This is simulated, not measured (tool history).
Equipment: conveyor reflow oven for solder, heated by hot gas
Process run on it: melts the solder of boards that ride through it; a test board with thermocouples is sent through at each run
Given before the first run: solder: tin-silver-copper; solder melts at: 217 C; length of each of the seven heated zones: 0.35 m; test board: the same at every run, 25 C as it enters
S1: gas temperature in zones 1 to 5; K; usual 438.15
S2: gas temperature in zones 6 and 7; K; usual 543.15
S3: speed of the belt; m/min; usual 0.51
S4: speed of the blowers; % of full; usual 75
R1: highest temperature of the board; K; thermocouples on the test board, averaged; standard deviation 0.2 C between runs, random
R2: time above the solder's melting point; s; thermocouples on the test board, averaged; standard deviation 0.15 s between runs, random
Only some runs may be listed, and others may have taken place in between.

run 1 day=0 | S1=438.15 S2=543.15 S3=0.51 S4=75 | R1=528.65 R2=62
run 2 day=1.167 | S1=438.15 S2=543.15 S3=0.51 S4=75 | R1=528.25 R2=62.2
run 3 day=2.554 | S1=438.15 S2=543.15 S3=0.51 S4=75 | R1=528.45 R2=61.7
run 4 day=3.933 | S1=438.15 S2=543.15 S3=0.51 S4=75 | R1=527.35 R2=61.8
run 5 day=5.108 | S1=438.15 S2=543.15 S3=0.51 S4=75 | R1=527.85 R2=61.5
-- day=5.342 belt drive overhauled, speed set with a stopwatch
run 6 day=6.483 | S1=438.15 S2=543.15 S3=0.51 S4=75 | R1=527.95 R2=62.4
run 7 day=7.408 | S1=438.15 S2=543.15 S3=0.51 S4=75 | R1=527.25 R2=61.9
run 8 day=8.75 | S1=438.15 S2=554.15 S3=0.51 S4=51 | R1=529.45 R2=62.3
run 9 day=9.696 | S1=438.15 S2=554.15 S3=0.51 S4=51 | R1=529.75 R2=62.2
-- day=9.971 belt drive overhauled, speed set with a stopwatch, once more
-- day=10.275 flux residue cleaned out of gas plates and filters
run 10 day=11.083 | S1=438.15 S2=554.15 S3=0.51 S4=51 | R1=529.75 R2=61
run 11 day=12.288 | S1=424.15 S2=543.15 S3=0.562 S4=57 | R1=515.55 R2=39.3
run 12 day=13.267 | S1=447.15 S2=554.15 S3=0.421 S4=60 | R1=541.15 R2=87.7
run 13 day=14.071 | S1=439.15 S2=543.15 S3=0.597 S4=70 | R1=521.25 R2=46

How would selected steps in R1 from run to run divide? Give the signed amount a tool lacking its hidden state would still show from settings, what came in and random variation, and the signed amount left for the hidden state, including any gauge scatter that is not in both of the compared results.
Hidden state at play: heat that the gas passes to the board, % of a clean oven's; belt's true speed, % of the reading; true gas temperature in zones 6 and 7 over the reading, C; drift of the gauge itself on peak_c, C; drift of the gauge itself on liquid_s, %.
Run 9 -> 10: belt drive overhauled, speed set with a stopwatch, once more, flux residue cleaned out of gas plates and filters. R1 +0 K: hidden state +0.5, all else -0.5.
Run 11 -> 12: S1 424.15 -> 447.15, S2 543.15 -> 554.15, S3 0.562 -> 0.421, S4 57 -> 60. R1 +25.6 K: hidden state +0, all else +25.6.

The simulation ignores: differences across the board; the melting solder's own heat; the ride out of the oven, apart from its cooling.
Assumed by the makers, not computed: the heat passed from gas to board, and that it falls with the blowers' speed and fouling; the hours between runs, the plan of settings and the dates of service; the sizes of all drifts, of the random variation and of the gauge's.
